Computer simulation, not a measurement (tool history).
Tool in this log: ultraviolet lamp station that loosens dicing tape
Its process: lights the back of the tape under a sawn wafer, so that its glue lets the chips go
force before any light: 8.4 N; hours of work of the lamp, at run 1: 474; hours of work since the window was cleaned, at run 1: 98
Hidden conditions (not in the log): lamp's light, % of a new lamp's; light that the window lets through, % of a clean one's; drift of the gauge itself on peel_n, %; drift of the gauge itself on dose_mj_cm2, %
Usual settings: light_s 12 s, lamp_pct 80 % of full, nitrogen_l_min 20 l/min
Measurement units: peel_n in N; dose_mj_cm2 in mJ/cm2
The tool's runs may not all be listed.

run    hour  light_s  lamp_pct  nitrogen_l_min  hours of work of the lamp  hours of work since the window was cleaned  peel_n  dose_mj_cm2
  1       0       12        80              20                        474                                          98   0.299          208
  2    39.4       12        80              20                        498                                         122   0.304          202
  3    79.1       12        80              20                        521                                         145   0.322          200
  4   129.3       12        88              20                        551                                         175   0.267          213
  5     180       12        88              20                        582                                         206   0.283          210
  6   222.7       12        80              20                        607                                         231   0.373          188
  7   253.3       12        80              20                        626                                         249   0.384          182
  8   295.3       12        80              20                        651                                         275   0.414          181
  9     332       12        80              11                        673                                         296   0.797          179
 10     387       12        80              11                        705                                         329   0.815          169
 11   425.1       12        80              11                        728                                         352   0.858          170
 12   460.2       12        66              20                        749                                         373   0.783          134
 13   487.8       12        66              20                        766                                         390     0.8          134
      493.4  -- window cleaned of glue's vapour
 14   526.8        9        80              20                        789                                          20   1.106          120
 15   570.9        9        96              20                        815                                          46   0.785          137
 16     606       16        80              20                        836                                          67   0.323          205
 17   658.9       16        80              20                        868                                          99   0.336          192
        690  -- window cleaned of glue's vapour, once more
 18   696.8       16        80              20                        890                                           4   0.186          243
 19     746       16        80              20                        919                                          33   0.212          237
 20   782.2       15        80              20                        941                                          55   0.249          221
 21   813.5       15        80              20                        960                                          74   0.247          220
 22     855       23        68              22                        984                                          99   0.126          279
 23   878.4       12        80              34                        998                                         113   0.297          170
 24   922.6       12        80              17                       1025                                         139   0.607          163
 25   969.7       16        97              17                       1053                                         167   0.192          264
 26  1020.6       16        97              17                       1083                                         198   0.203          257
 27  1054.8       16        97              17                       1104                                         218   0.201          251
 28  1093.1       16        97              17                       1127                                         241   0.222          246
 29  1131.8       15        69              17                       1150                                         264   0.669          159
 30  1185.1       15        61              17                       1182                                         296   0.898          138
 31  1223.1        8        61              15                       1204                                         318   2.674           71
 32  1261.1        8        77              21                       1227                                         341   1.714           89
     1300.9  -- lamp changed
 33  1303.5        8        77              21                          2                                         366   0.729          142
 34  1329.7       22        80              20                         17                                         382   0.111          399
 35  1359.2       10        61              22                         35                                         399   0.746          134
     1376.5  -- window cleaned of glue's vapour
 36  1389.1        7        66              10                         52                                           8   1.813          119
 37  1416.1        7        66              10                         68                                          24   1.818          114
 38  1467.1       12        85              12                         99                                          54   0.308          253

Run 39 is up next; what results do you expect?
 39  1514.9       12        85              12                        127                                          83       ?            ?

{"run 39": {"peel_n": 0.315, "dose_mj_cm2": 250}}
Were there no unlogged condition in the tool, this run, its random variation unchanged, would have produced peel_n 0.259 N, dose_mj_cm2 270 mJ/cm2.

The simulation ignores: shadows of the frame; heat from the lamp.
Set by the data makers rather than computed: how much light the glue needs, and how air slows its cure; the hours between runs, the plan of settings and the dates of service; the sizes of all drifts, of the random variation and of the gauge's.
